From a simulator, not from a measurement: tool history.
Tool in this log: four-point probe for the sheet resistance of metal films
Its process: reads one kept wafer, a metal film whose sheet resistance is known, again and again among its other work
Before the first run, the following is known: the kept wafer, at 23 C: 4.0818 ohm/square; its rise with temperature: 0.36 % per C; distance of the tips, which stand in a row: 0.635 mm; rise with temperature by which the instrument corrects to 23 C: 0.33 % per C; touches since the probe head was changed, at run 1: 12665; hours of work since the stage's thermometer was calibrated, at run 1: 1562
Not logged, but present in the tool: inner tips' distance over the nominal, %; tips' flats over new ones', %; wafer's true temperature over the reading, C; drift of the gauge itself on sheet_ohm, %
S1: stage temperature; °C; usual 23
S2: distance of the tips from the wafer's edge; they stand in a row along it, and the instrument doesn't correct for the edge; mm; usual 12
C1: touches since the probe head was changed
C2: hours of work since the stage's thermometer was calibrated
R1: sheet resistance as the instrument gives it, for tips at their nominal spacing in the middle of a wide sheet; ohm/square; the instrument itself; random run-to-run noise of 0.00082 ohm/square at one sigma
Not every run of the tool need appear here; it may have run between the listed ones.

| run | hour | S1 | S2 | C1 | C2 | R1 |
|---|---|---|---|---|---|---|
| 1 | 0.0 | 23 | 12 | 12665 | 1562 | 4.086911 |
| 2 | 20.1 | 23 | 12 | 13421 | 1575 | 4.088201 |
| 3 | 39.2 | 32 | 12 | 14137 | 1588 | 4.096695 |
| 4 | 54.5 | 32 | 12 | 14710 | 1598 | 4.096144 |
| 5 | 65.5 | 32 | 12 | 15122 | 1605 | 4.097009 |
| 6 | 85.8 | 35 | 12 | 15886 | 1619 | 4.098182 |
| 7 | 99.6 | 35 | 12 | 16405 | 1628 | 4.098936 |
| 8 | 117.2 | 35 | 12 | 17065 | 1639 | 4.100174 |
| 9 | 141.8 | 35 | 12 | 17987 | 1655 | 4.099840 |
| 10 | 165.2 | 35 | 12 | 18868 | 1671 | 4.099541 |
| 11 | 181.0 | 35 | 12 | 19458 | 1681 | 4.098911 |
| 12 | 205.1 | 23 | 12 | 20362 | 1697 | 4.088166 |
| 13 | 221.1 | 23 | 12 | 20964 | 1708 | 4.088335 |
| 14 | 244.4 | 23 | 64 | 21838 | 1723 | 4.083180 |
| 15 | 259.2 | 23 | 64 | 22393 | 1733 | 4.081562 |
| 16 | 278.9 | 25 | 35 | 23134 | 1746 | 4.084161 |
| 17 | 302.7 | 25 | 35 | 24028 | 1761 | 4.082817 |
| 18 | 324.5 | 26 | 16 | 24845 | 1776 | 4.086598 |
| 19 | 339.0 | 23 | 3 | 25391 | 1785 | 4.176691 |
| 20 | 358.5 | 23 | 3 | 26123 | 1798 | 4.178086 |
| 21 | 378.0 | 32 | 40 | 26855 | 1811 | 4.091470 |
| 22 | 396.4 | 28 | 6 | 27544 | 1823 | 4.111262 |
| 23 | 418.9 | 19 | 64 | 28388 | 1838 | 4.078458 |
| 24 | 440.7 | 27 | 37 | 29206 | 1852 | 4.087016 |
| 25 | 456.2 | 30 | 38 | 29788 | 1862 | 4.089279 |
| 26 | 480.8 | 27 | 15 | 30712 | 1879 | 4.089402 |
| 27 | 505.3 | 33 | 21 | 31631 | 1895 | 4.095020 |
| 28 | 518.3 | 20 | 11 | 32118 | 1903 | 4.084278 |

Here are 4 independent what-if runs from the current tool condition. What would each one return?
| A | 529.7 | 29 | 16 | 32546 | 1911 | ? |
| B | 529.7 | 23 | 5 | 32546 | 1911 | ? |
| C | 529.7 | 23 | 16 | 32546 | 1911 | ? |
| D | 529.7 | 23 | 16 | 32546 | 1911 | ? |

| run | R1 |
|---|---|
| A | 4.090815 |
| B | 4.117614 |
| C | 4.085805 |
| D | 4.084136 |
Without the tool's hidden state the same runs would have given:
| run | R1 |
|---|---|
| A | 4.090770 |
| B | 4.117569 |
| C | 4.085761 |
| D | 4.084092 |

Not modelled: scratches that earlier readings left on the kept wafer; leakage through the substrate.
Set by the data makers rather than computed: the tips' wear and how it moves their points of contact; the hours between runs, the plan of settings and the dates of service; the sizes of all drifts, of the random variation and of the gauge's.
